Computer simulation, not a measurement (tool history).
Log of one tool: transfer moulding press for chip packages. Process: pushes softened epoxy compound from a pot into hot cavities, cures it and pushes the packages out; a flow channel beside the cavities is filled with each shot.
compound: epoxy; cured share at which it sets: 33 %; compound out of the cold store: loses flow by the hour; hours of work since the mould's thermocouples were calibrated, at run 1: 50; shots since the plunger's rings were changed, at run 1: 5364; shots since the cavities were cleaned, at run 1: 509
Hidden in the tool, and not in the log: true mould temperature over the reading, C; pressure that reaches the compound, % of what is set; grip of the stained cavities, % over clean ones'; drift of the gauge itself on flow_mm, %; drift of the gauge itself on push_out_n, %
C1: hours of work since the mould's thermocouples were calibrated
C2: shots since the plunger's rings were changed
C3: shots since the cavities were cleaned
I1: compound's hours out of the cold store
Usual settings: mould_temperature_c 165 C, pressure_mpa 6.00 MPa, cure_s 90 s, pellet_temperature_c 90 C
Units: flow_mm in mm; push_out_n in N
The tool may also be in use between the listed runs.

run 1 hour=0.0 | mould_temperature_c=165 pressure_mpa=6.00 cure_s=90 pellet_temperature_c=90 | C1=50 C2=5364 C3=509 | I1=18.1 | flow_mm=634 push_out_n=685
-- hour=27.0 cavities cleaned with cleaning compound and waxed
run 2 hour=28.5 | mould_temperature_c=165 pressure_mpa=6.00 cure_s=90 pellet_temperature_c=90 | C1=70 C2=5741 C3=21 | I1=24.2 | flow_mm=622 push_out_n=857
run 3 hour=54.0 | mould_temperature_c=165 pressure_mpa=6.00 cure_s=90 pellet_temperature_c=90 | C1=89 C2=6098 C3=378 | I1=11.6 | flow_mm=642 push_out_n=801
run 4 hour=73.6 | mould_temperature_c=165 pressure_mpa=6.00 cure_s=90 pellet_temperature_c=90 | C1=103 C2=6371 C3=651 | I1=30.0 | flow_mm=606 push_out_n=768
-- hour=91.8 cavities cleaned with cleaning compound and waxed
run 5 hour=93.8 | mould_temperature_c=165 pressure_mpa=6.00 cure_s=90 pellet_temperature_c=90 | C1=117 C2=6633 C3=29 | I1=16.0 | flow_mm=638 push_out_n=501
-- hour=116.4 plunger's sealing rings changed
run 6 hour=125.7 | mould_temperature_c=165 pressure_mpa=6.00 cure_s=90 pellet_temperature_c=90 | C1=139 C2=130 C3=439 | I1=42.9 | flow_mm=635 push_out_n=659
-- hour=158.6 cavities cleaned with cleaning compound and waxed
run 7 hour=162.5 | mould_temperature_c=165 pressure_mpa=6.00 cure_s=90 pellet_temperature_c=90 | C1=165 C2=623 C3=55 | I1=22.6 | flow_mm=678 push_out_n=527
-- hour=173.0 cavities cleaned with cleaning compound and waxed, once more
run 8 hour=190.1 | mould_temperature_c=165 pressure_mpa=6.00 cure_s=90 pellet_temperature_c=90 | C1=185 C2=988 C3=240 | I1=18.0 | flow_mm=675 push_out_n=608
run 9 hour=217.5 | mould_temperature_c=165 pressure_mpa=6.00 cure_s=90 pellet_temperature_c=90 | C1=205 C2=1370 C3=622 | I1=45.1 | flow_mm=614 push_out_n=688
-- hour=236.2 cavities cleaned with cleaning compound and waxed
run 10 hour=255.6 | mould_temperature_c=165 pressure_mpa=6.00 cure_s=90 pellet_temperature_c=90 | C1=232 C2=1881 C3=270 | I1=43.2 | flow_mm=618 push_out_n=635
run 11 hour=289.1 | mould_temperature_c=165 pressure_mpa=6.00 cure_s=90 pellet_temperature_c=90 | C1=257 C2=2349 C3=738 | I1=21.0 | flow_mm=656 push_out_n=717
-- hour=298.7 cavities cleaned with cleaning compound and waxed
run 12 hour=314.5 | mould_temperature_c=165 pressure_mpa=6.00 cure_s=90 pellet_temperature_c=90 | C1=275 C2=2682 C3=220 | I1=29.3 | flow_mm=641 push_out_n=591
run 13 hour=337.3 | mould_temperature_c=165 pressure_mpa=6.00 cure_s=90 pellet_temperature_c=90 | C1=292 C2=3002 C3=540 | I1=33.8 | flow_mm=627 push_out_n=681
-- hour=361.5 cavities cleaned with cleaning compound and waxed
run 14 hour=374.8 | mould_temperature_c=165 pressure_mpa=6.00 cure_s=90 pellet_temperature_c=90 | C1=319 C2=3505 C3=187 | I1=41.2 | flow_mm=608 push_out_n=574
run 15 hour=400.5 | mould_temperature_c=165 pressure_mpa=6.00 cure_s=90 pellet_temperature_c=90 | C1=338 C2=3863 C3=545 | I1=35.5 | flow_mm=614 push_out_n=676
-- hour=425.3 cavities cleaned with cleaning compound and waxed
run 16 hour=425.7 | mould_temperature_c=165 pressure_mpa=6.00 cure_s=90 pellet_temperature_c=90 | C1=355 C2=4194 C3=6 | I1=23.0 | flow_mm=646 push_out_n=509
run 17 hour=446.5 | mould_temperature_c=165 pressure_mpa=6.00 cure_s=90 pellet_temperature_c=90 | C1=371 C2=4485 C3=297 | I1=42.4 | flow_mm=599 push_out_n=643
run 18 hour=465.7 | mould_temperature_c=165 pressure_mpa=6.00 cure_s=90 pellet_temperature_c=90 | C1=385 C2=4753 C3=565 | I1=38.3 | flow_mm=599 push_out_n=639
-- hour=487.4 cavities cleaned with cleaning compound and waxed
run 19 hour=490.4 | mould_temperature_c=165 pressure_mpa=6.32 cure_s=90 pellet_temperature_c=86 | C1=402 C2=5077 C3=42 | I1=19.7 | flow_mm=649 push_out_n=505
run 20 hour=505.5 | mould_temperature_c=165 pressure_mpa=6.32 cure_s=90 pellet_temperature_c=86 | C1=414 C2=5287 C3=252 | I1=29.8 | flow_mm=632 push_out_n=639
run 21 hour=538.5 | mould_temperature_c=165 pressure_mpa=6.32 cure_s=90 pellet_temperature_c=86 | C1=438 C2=5749 C3=714 | I1=19.3 | flow_mm=642 push_out_n=712
-- hour=551.7 cavities cleaned with cleaning compound and waxed
run 22 hour=559.4 | mould_temperature_c=165 pressure_mpa=6.00 cure_s=83 pellet_temperature_c=91 | C1=453 C2=6020 C3=108 | I1=23.5 | flow_mm=625 push_out_n=666
run 23 hour=586.4 | mould_temperature_c=165 pressure_mpa=6.00 cure_s=83 pellet_temperature_c=90 | C1=473 C2=6396 C3=484 | I1=32.7 | flow_mm=601 push_out_n=778

Forecast run 24:
run 24 hour=607.6 | mould_temperature_c=159 pressure_mpa=4.86 cure_s=83 pellet_temperature_c=95 | C1=488 C2=6693 C3=781 | I1=30.5 | flow_mm=? push_out_n=?

Run 24 gave flow_mm 554 mm, push_out_n 1239 N.
Without the tool's hidden state the same run would have given flow_mm 606 mm, push_out_n 876 N.

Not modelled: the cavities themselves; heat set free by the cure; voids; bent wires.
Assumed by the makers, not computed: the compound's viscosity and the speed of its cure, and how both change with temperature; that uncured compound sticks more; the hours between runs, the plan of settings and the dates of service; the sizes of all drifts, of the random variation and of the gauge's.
